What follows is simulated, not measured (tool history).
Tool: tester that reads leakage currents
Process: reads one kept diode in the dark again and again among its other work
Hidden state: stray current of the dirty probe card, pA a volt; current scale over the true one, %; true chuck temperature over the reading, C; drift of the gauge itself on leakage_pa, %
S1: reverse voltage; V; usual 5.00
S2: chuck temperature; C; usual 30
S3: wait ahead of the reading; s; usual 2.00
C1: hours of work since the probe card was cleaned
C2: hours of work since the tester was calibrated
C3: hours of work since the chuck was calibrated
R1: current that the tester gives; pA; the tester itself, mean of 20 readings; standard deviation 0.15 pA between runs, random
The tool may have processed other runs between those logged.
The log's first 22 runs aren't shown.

| run | hour | S1 | S2 | S3 | C1 | C2 | C3 | R1 |
|---|---|---|---|---|---|---|---|---|
| 23 | 580.6 | 1.32 | 50 | 2.00 | 1420 | 708 | 1685 | 114.36 |
| 24 | 610.5 | 1.32 | 50 | 2.00 | 1433 | 720 | 1698 | 114.18 |
| 25 | 630.1 | 2.12 | 46 | 2.20 | 1441 | 729 | 1706 | 103.68 |
| 26 | 665.0 | 2.12 | 46 | 2.20 | 1456 | 743 | 1721 | 104.04 |
|  | 677.0 | chuck's temperature calibrated |
| 27 | 699.4 | 2.12 | 21 | 6.39 | 1470 | 757 | 10 | 21.45 |
| 28 | 723.7 | 5.38 | 21 | 6.85 | 1480 | 768 | 20 | 34.89 |
| 29 | 741.9 | 3.97 | 26 | 6.59 | 1488 | 775 | 28 | 40.04 |
| 30 | 766.7 | 13.60 | 30 | 0.93 | 1499 | 786 | 38 | 99.77 |
| 31 | 799.1 | 13.60 | 30 | 0.93 | 1513 | 800 | 52 | 99.25 |
| 32 | 831.4 | 1.34 | 30 | 1.20 | 1526 | 813 | 66 | 32.65 |
| 33 | 850.8 | 10.39 | 47 | 0.58 | 1535 | 822 | 74 | 241.33 |
| 34 | 882.5 | 6.52 | 21 | 0.80 | 1548 | 835 | 88 | 41.08 |
| 35 | 916.4 | 6.52 | 21 | 0.80 | 1562 | 850 | 102 | 41.14 |
| 36 | 936.1 | 6.52 | 34 | 0.72 | 1571 | 858 | 110 | 86.27 |
| 37 | 970.4 | 5.00 | 24 | 2.00 | 1585 | 873 | 125 | 40.48 |
| 38 | 993.1 | 5.00 | 24 | 2.00 | 1595 | 882 | 135 | 40.79 |
| 39 | 1019.6 | 3.20 | 27 | 1.93 | 1606 | 894 | 146 | 38.78 |

4 ways to go on from here, each from the tool as it stands after run 39. What would each give?
| A | 1038.9 | 3.20 | 24 | 0.90 | 1615 | 902 | 154 | ? |
| B | 1038.9 | 3.20 | 33 | 1.93 | 1615 | 902 | 154 | ? |
| C | 1038.9 | 1.53 | 40 | 8.99 | 1615 | 902 | 154 | ? |
| D | 1038.9 | 1.32 | 27 | 1.93 | 1615 | 902 | 154 | ? |

| run | R1 |
|---|---|
| A | 32.90 |
| B | 57.82 |
| C | 68.96 |
| D | 26.30 |
Without the tool's hidden state the same runs would have given:
| run | R1 |
|---|---|
| A | 26.20 |
| B | 51.68 |
| C | 66.86 |
| D | 23.81 |

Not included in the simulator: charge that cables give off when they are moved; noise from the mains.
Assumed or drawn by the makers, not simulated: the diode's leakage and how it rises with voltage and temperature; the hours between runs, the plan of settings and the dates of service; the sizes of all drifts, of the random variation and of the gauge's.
